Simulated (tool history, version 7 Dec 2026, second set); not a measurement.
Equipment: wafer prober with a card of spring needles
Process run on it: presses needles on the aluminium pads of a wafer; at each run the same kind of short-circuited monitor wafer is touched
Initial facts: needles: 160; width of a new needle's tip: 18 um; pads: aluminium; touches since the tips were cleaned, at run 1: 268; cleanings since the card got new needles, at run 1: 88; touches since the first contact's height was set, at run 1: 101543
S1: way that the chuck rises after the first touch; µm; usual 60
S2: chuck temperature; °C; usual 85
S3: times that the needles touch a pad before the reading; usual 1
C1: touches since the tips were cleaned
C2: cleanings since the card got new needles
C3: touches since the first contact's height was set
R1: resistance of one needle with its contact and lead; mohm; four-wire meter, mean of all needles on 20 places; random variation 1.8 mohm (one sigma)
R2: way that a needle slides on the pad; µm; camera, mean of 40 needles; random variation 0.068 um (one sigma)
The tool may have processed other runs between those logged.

{"run": 1, "hour": 0.0, "S1": 60, "S2": 85, "S3": 1, "C1": 268, "C2": 88, "C3": 101543, "R1": 189, "R2": 12.27}
{"hour": 8.4, "done": "tips cleaned on abrasive film"}
{"run": 2, "hour": 17.0, "S1": 60, "S2": 85, "S3": 1, "C1": 4103, "C2": 89, "C3": 109623, "R1": 187, "R2": 12.43}
{"hour": 19.3, "done": "tips cleaned on abrasive film"}
{"hour": 29.7, "done": "tips cleaned on abrasive film"}
{"hour": 39.0, "done": "tips cleaned on abrasive film"}
{"run": 3, "hour": 39.0, "S1": 60, "S2": 85, "S3": 1, "C1": 0, "C2": 92, "C3": 119980, "R1": 186, "R2": 12.21}
{"hour": 49.6, "done": "tips cleaned on abrasive film"}
{"run": 4, "hour": 54.7, "S1": 60, "S2": 85, "S3": 1, "C1": 2426, "C2": 93, "C3": 127451, "R1": 184, "R2": 12.41}
{"hour": 59.4, "done": "tips cleaned on abrasive film"}
{"hour": 68.6, "done": "tips cleaned on abrasive film"}
{"run": 5, "hour": 74.6, "S1": 60, "S2": 85, "S3": 1, "C1": 2865, "C2": 95, "C3": 136846, "R1": 184, "R2": 12.4}
{"hour": 78.1, "done": "tips cleaned on abrasive film"}
{"hour": 88.7, "done": "tips cleaned on abrasive film"}
{"run": 6, "hour": 94.5, "S1": 60, "S2": 85, "S3": 1, "C1": 2804, "C2": 97, "C3": 146299, "R1": 188, "R2": 12.34}
{"hour": 97.7, "done": "tips cleaned on abrasive film"}
{"hour": 106.9, "done": "tips cleaned on abrasive film"}
{"hour": 116.7, "done": "tips cleaned on abrasive film"}
{"run": 7, "hour": 117.9, "S1": 60, "S2": 85, "S3": 2, "C1": 574, "C2": 100, "C3": 157328, "R1": 187, "R2": 12.34}
{"hour": 126.5, "done": "tips cleaned on abrasive film"}
{"run": 8, "hour": 132.4, "S1": 60, "S2": 85, "S3": 2, "C1": 2823, "C2": 101, "C3": 164214, "R1": 187, "R2": 12.28}
{"hour": 136.7, "done": "tips cleaned on abrasive film"}
{"hour": 143.5, "done": "height of the first contact set anew"}
{"hour": 146.1, "done": "tips cleaned on abrasive film"}
{"run": 9, "hour": 153.2, "S1": 60, "S2": 85, "S3": 2, "C1": 3405, "C2": 103, "C3": 4576, "R1": 190, "R2": 12.41}
{"hour": 155.5, "done": "tips cleaned on abrasive film"}
{"hour": 165.0, "done": "tips cleaned on abrasive film"}
{"run": 10, "hour": 171.8, "S1": 60, "S2": 85, "S3": 2, "C1": 3234, "C2": 105, "C3": 13371, "R1": 187, "R2": 12.25}
{"hour": 173.9, "done": "tips cleaned on abrasive film"}
{"hour": 183.3, "done": "tips cleaned on abrasive film"}
{"run": 11, "hour": 187.9, "S1": 60, "S2": 85, "S3": 2, "C1": 2212, "C2": 107, "C3": 20978, "R1": 187, "R2": 12.34}
{"hour": 192.3, "done": "tips cleaned on abrasive film"}
{"hour": 202.4, "done": "tips cleaned on abrasive film"}
{"run": 12, "hour": 202.8, "S1": 60, "S2": 85, "S3": 2, "C1": 197, "C2": 109, "C3": 28018, "R1": 186, "R2": 12.36}
{"hour": 212.9, "done": "tips cleaned on abrasive film"}
{"run": 13, "hour": 218.7, "S1": 43, "S2": 85, "S3": 2, "C1": 2797, "C2": 110, "C3": 35556, "R1": 195, "R2": 8.87}
{"hour": 222.2, "done": "tips cleaned on abrasive film"}
{"hour": 232.0, "done": "tips cleaned on abrasive film"}
{"run": 14, "hour": 239.7, "S1": 55, "S2": 39, "S3": 3, "C1": 3682, "C2": 112, "C3": 45472, "R1": 179, "R2": 11.29}
{"hour": 241.2, "done": "tips cleaned on abrasive film"}
{"run": 15, "hour": 249.7, "S1": 55, "S2": 39, "S3": 3, "C1": 4058, "C2": 113, "C3": 50208, "R1": 179, "R2": 11.39}
{"hour": 251.5, "done": "tips cleaned on abrasive film"}
{"hour": 261.8, "done": "tips cleaned on abrasive film"}
{"run": 16, "hour": 269.3, "S1": 48, "S2": 39, "S3": 1, "C1": 3608, "C2": 115, "C3": 59513, "R1": 182, "R2": 9.89}
{"hour": 272.0, "done": "tips cleaned on abrasive film"}
{"hour": 282.5, "done": "tips cleaned on abrasive film"}
{"run": 17, "hour": 285.6, "S1": 60, "S2": 83, "S3": 1, "C1": 1488, "C2": 117, "C3": 67187, "R1": 186, "R2": 12.34}
{"hour": 291.7, "done": "tips cleaned on abrasive film"}
{"hour": 302.6, "done": "tips cleaned on abrasive film"}
{"run": 18, "hour": 307.8, "S1": 61, "S2": 81, "S3": 3, "C1": 2457, "C2": 119, "C3": 77689, "R1": 185, "R2": 12.45}
{"hour": 311.5, "done": "tips cleaned on abrasive film"}
{"hour": 320.8, "done": "tips cleaned on abrasive film"}
{"hour": 329.8, "done": "tips cleaned on abrasive film"}
{"run": 19, "hour": 330.5, "S1": 61, "S2": 81, "S3": 3, "C1": 300, "C2": 122, "C3": 88396, "R1": 187, "R2": 12.52}

Branching from run 19: 3 alternative next runs. What would each branch give?
{"hour": 339.8, "done": "tips cleaned on abrasive film"}
{"hour": 349.6, "done": "tips cleaned on abrasive film"}
{"run": "A", "hour": 353.1, "S1": 48, "S2": 99, "S3": 1, "C1": 1718, "C2": 124, "C3": 99148, "R1": "?", "R2": "?"}
{"hour": 339.8, "done": "tips cleaned on abrasive film"}
{"hour": 349.6, "done": "tips cleaned on abrasive film"}
{"run": "B", "hour": 353.1, "S1": 45, "S2": 29, "S3": 2, "C1": 1718, "C2": 124, "C3": 99148, "R1": "?", "R2": "?"}
{"hour": 339.8, "done": "tips cleaned on abrasive film"}
{"hour": 349.6, "done": "tips cleaned on abrasive film"}
{"run": "C", "hour": 353.1, "S1": 60, "S2": 85, "S3": 1, "C1": 1718, "C2": 124, "C3": 99148, "R1": "?", "R2": "?"}

run=A R1=195 R2=10.00
run=B R1=182 R2=9.28
run=C R1=187 R2=12.46
Had the tool no hidden state, the same runs would have come out as:
run=A R1=194 R2=10.00
run=B R1=181 R2=9.29
run=C R1=187 R2=12.46
